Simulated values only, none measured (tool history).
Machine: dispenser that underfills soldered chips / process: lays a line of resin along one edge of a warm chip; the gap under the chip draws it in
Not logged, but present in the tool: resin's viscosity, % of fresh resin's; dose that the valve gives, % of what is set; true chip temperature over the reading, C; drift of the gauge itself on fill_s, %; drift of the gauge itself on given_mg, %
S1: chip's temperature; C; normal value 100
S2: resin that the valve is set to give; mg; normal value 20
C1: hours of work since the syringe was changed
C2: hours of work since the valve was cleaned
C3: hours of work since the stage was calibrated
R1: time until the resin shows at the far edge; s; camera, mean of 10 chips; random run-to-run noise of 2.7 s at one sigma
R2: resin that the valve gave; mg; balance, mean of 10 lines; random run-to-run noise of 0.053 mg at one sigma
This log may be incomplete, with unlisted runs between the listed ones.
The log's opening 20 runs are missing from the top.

At hour 172.6: new syringe of resin.
Run 21, hour 176.2: usual settings but S1 113 C; C1 3; C2 48; C3 267. Result: R1 229.5 s, R2 19.24 mg.
At hour 179.7: new syringe of resin.
At hour 184.6: dispensing valve cleaned and set on the balance.
At hour 188.3: new syringe of resin.
Run 22, hour 188.8: usual settings but S1 107 C, S2 22.4 mg; C1 0; C2 3; C3 276. Result: R1 237.3 s, R2 22.36 mg.
At hour 195.9: new syringe of resin.
Run 23, hour 199.9: usual settings but S1 112 C, S2 25.8 mg; C1 3; C2 11; C3 284. Result: R1 227.2 s, R2 25.58 mg.
At hour 203.4: new syringe of resin.
Run 24, hour 208.9: usual settings but S1 112 C, S2 25.8 mg; C1 4; C2 18; C3 291. Result: R1 239.1 s, R2 25.46 mg.
At hour 211: new syringe of resin.
Run 25, hour 213.8: usual settings but S1 112 C, S2 25.8 mg; C1 2; C2 21; C3 294. Result: R1 219.3 s, R2 25.18 mg.
At hour 218.6: new syringe of resin.
Run 26, hour 222.2: usual settings but S1 90 C, S2 21.5 mg; C1 3; C2 28; C3 300. Result: R1 419.2 s, R2 20.97 mg.
At hour 226: new syringe of resin.
Run 27, hour 229.9: usual settings but S1 94 C, S2 24.5 mg; C1 3; C2 33; C3 306. Result: R1 379.9 s, R2 23.81 mg.
At hour 233: new syringe of resin.
Run 28, hour 235.7: usual settings but S1 94 C, S2 24.5 mg; C1 2; C2 37; C3 310. Result: R1 361.3 s, R2 23.72 mg.
At hour 240.3: new syringe of resin.
Run 29, hour 241.7: usual settings but S1 107 C, S2 25 mg; C1 1; C2 42; C3 315. Result: R1 244.9 s, R2 24.2 mg.
At hour 247.8: new syringe of resin.
Run 30, hour 248.2: usual settings but S1 97 C, S2 18.1 mg; C1 0; C2 47; C3 319. Result: R1 321.4 s, R2 17.34 mg.
At hour 255: new syringe of resin.
At hour 259.4: dispensing valve cleaned and set on the balance.
Run 31, hour 260.1: usual settings but S1 93 C, S2 17.8 mg; C1 3; C2 1; C3 327. Result: R1 395.9 s, R2 17.91 mg.
At hour 264: new syringe of resin.
At hour 271: new syringe of resin.
Run 32, hour 271: usual settings but S1 106 C, S2 23.5 mg; C1 0; C2 8; C3 335. Result: R1 236.7 s, R2 23.48 mg.
At hour 278.1: new syringe of resin.
Run 33, hour 282.6: usual settings but S1 102 C, S2 18.3 mg; C1 3; C2 17; C3 344. Result: R1 316.9 s, R2 18.1 mg.

Consider 4 possible next runs. They are alternatives, not a sequence: every one starts from the tool as it was left by run 33. What does each give?
At hour 285.5: new syringe of resin.
Run A, hour 289.8: usual settings but S1 93 C, S2 19.6 mg; C1 3; C2 22; C3 349. Result: R1 ?, R2 ?.
At hour 285.5: new syringe of resin.
Run B, hour 289.8: usual settings but S1 102 C, S2 20.7 mg; C1 3; C2 22; C3 349. Result: R1 ?, R2 ?.
At hour 285.5: new syringe of resin.
Run C, hour 289.8: usual settings but S1 96 C, S2 23.8 mg; C1 3; C2 22; C3 349. Result: R1 ?, R2 ?.
At hour 285.5: new syringe of resin.
Run D, hour 289.8: usual settings but S1 96 C, S2 20.8 mg; C1 3; C2 22; C3 349. Result: R1 ?, R2 ?.

run     R1     R2
  A  390.5  19.28
  B  309.1  20.38
  C  365.9  23.29
  D  366.8   20.4
With no hidden state in the tool, these same runs would have given:
run     R1     R2
  A  316.1  19.59
  B  251.4  20.71
  C  297.2  23.67
  D  297.4  20.74
